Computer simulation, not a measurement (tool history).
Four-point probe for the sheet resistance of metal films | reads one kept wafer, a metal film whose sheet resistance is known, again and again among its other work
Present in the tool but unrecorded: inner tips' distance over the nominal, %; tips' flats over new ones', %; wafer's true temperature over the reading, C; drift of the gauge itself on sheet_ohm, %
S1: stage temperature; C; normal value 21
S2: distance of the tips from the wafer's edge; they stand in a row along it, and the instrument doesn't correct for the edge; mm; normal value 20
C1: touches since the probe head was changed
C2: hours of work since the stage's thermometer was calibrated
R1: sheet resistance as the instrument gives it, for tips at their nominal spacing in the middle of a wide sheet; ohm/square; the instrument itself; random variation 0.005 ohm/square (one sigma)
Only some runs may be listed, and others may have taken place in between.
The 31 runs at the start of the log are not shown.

run 32 hour=1921.6 | S1=25 S2=38 | C1=135851 C2=818 | R1=24.711093
run 33 hour=1963.9 | S1=25 S2=38 | C1=137500 C2=851 | R1=24.714105
run 34 hour=2024.8 | S1=25 S2=38 | C1=139870 C2=898 | R1=24.709236
run 35 hour=2071.8 | S1=20 S2=31 | C1=141701 C2=934 | R1=24.694725
run 36 hour=2125.5 | S1=25 S2=11 | C1=143796 C2=975 | R1=24.819991
run 37 hour=2191.6 | S1=25 S2=11 | C1=146367 C2=1026 | R1=24.794442
run 38 hour=2267.6 | S1=21 S2=12 | C1=149327 C2=1085 | R1=24.762968
run 39 hour=2319.5 | S1=21 S2=12 | C1=151351 C2=1125 | R1=24.765213
run 40 hour=2388.5 | S1=29 S2=45 | C1=154039 C2=1178 | R1=24.713897
run 41 hour=2448.3 | S1=27 S2=18 | C1=156369 C2=1224 | R1=24.734368
run 42 hour=2483.2 | S1=33 S2=33 | C1=157726 C2=1251 | R1=24.740006
run 43 hour=2532 | S1=33 S2=20 | C1=159626 C2=1289 | R1=24.754756
run 44 hour=2572.4 | S1=26 S2=22 | C1=161202 C2=1320 | R1=24.722645
run 45 hour=2650.2 | S1=21 S2=28 | C1=164233 C2=1380 | R1=24.684386

Here are 4 independent what-if runs from the current tool condition. What would each one return?
run A hour=2701.5 | S1=22 S2=48 | C1=166229 C2=1419 | R1=?
run B hour=2701.5 | S1=20 S2=18 | C1=166229 C2=1419 | R1=?
run C hour=2701.5 | S1=21 S2=35 | C1=166229 C2=1419 | R1=?
run D hour=2701.5 | S1=21 S2=5 | C1=166229 C2=1419 | R1=?

run=A R1=24.679855
run=B R1=24.693377
run=C R1=24.676952
run=D R1=25.182833
Without the tool's unlogged condition, the same runs would have read:
run=A R1=24.94101
run=B R1=24.954543
run=C R1=24.938021
run=D R1=25.448797
